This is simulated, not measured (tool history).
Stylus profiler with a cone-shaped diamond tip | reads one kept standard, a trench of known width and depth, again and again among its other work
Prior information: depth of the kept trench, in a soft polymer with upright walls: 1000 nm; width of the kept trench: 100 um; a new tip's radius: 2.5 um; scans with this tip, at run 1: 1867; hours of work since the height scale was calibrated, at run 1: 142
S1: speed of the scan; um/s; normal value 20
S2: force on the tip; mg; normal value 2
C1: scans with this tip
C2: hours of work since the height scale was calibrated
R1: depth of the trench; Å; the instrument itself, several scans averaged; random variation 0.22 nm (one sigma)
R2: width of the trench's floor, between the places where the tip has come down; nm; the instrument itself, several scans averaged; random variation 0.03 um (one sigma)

run   hour  S1    S2    C1   C2       R1     R2
  1      0  20     2  1867  142    10056  95600
  2   44.3  20     2  2281  174    10059  95510
  3   68.5  20  0.86  2507  191  10034.7  95450
  4  114.6  20  5.62  2937  224  10109.5  95420
  5    159  20  5.62  3352  255  10116.1  95390
  6  204.9  11     2  3780  288  10061.8  95300
  7  232.1  20  0.75  4034  307  10041.2  95200
  8  271.5  20     2  4402  335  10068.2  95260
  9  309.1  20     2  4753  362    10069  95150
 10  352.8  20     2  5162  393  10071.3  95180
 11  399.5   6  0.68  5598  426  10043.1  95090
 12  437.3  39  0.91  5951  453  10052.1  94920
 13  468.7  39  0.91  6243  475  10056.2  94920
 14  490.7  30  0.91  6450  491  10056.9  94930
     496.3  -- height scale calibrated on a step standard
 15  520.5  30  0.91  6723   17  10065.4  94860
 16  559.5  30  0.91  7087   45  10068.6  94800
 17  608.7  19  3.34  7546   80  10111.7  94760
 18  660.6  23  1.63  8031  117  10082.4  94720
 19  715.2  21  1.22  8541  156    10077  94650

Below are 5 alternative next runs, each starting from the tool's condition after run 19. Predict each:
  A   740  12  1.66  8772  173   ?   ?
  B   740  69     2  8772  173   ?   ?
  C   740  19     2  8772  173   ?   ?
  D   740   6  3.17  8772  173   ?   ?
  E   740   5  0.74  8772  173   ?   ?

run       R1     R2
  A  10086.1  94650
  B  10094.4  94600
  C  10091.1  94640
  D  10109.8  94660
  E  10068.7  94640
Had the tool no hidden state, the same runs would have come out as:
run       R1     R2
  A  10043.9  95970
  B  10052.1  95920
  C  10048.9  95950
  D  10067.4  95970
  E  10026.5  95950
